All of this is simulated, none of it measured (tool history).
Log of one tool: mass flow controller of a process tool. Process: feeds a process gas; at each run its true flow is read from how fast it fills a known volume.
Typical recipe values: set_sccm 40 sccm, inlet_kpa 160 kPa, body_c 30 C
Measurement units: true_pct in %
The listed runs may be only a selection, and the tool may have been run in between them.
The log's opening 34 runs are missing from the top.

run    hour  set_sccm  inlet_kpa  body_c  hours of work since the controller was set to zero  hours of work since the controller was changed  true_pct
     5294.8  -- controller's zero set anew
 35  5386.3        32        169      23                                                  41                                            6254      99.1
 36  5506.8        11        160      27                                                  95                                            6308     99.14
 37  5661.8        11        160      27                                                 164                                            6377     99.08
 38  5817.8        11        160      27                                                 233                                            6447     98.99
 39  5991.4        11        160      27                                                 311                                            6524     98.89
 40  6128.8        11        160      27                                                 372                                            6586     98.97
 41  6250.3        13        159      20                                                 426                                            6640     98.22
 42  6370.7        13        159      20                                                 480                                            6693     98.09
 43  6609.3        40        204      27                                                 586                                            6800     99.31

4 ways to go on from here, each from the tool as it stands after run 43. What would each give?
  A  6731.9        33        199      30                                                 641                                            6854         ?
  B  6731.9        40        204      35                                                 641                                            6854         ?
  C  6731.9        15        160      35                                                 641                                            6854         ?
  D  6731.9         8        250      37                                                 641                                            6854         ?

run  true_pct
  A     99.26
  B    100.19
  C     99.65
  D    100.18
With the hidden condition removed and each run's random variation left untouched, the same runs would have given:
run  true_pct
  A    100.09
  B    101.03
  C    100.49
  D    101.02

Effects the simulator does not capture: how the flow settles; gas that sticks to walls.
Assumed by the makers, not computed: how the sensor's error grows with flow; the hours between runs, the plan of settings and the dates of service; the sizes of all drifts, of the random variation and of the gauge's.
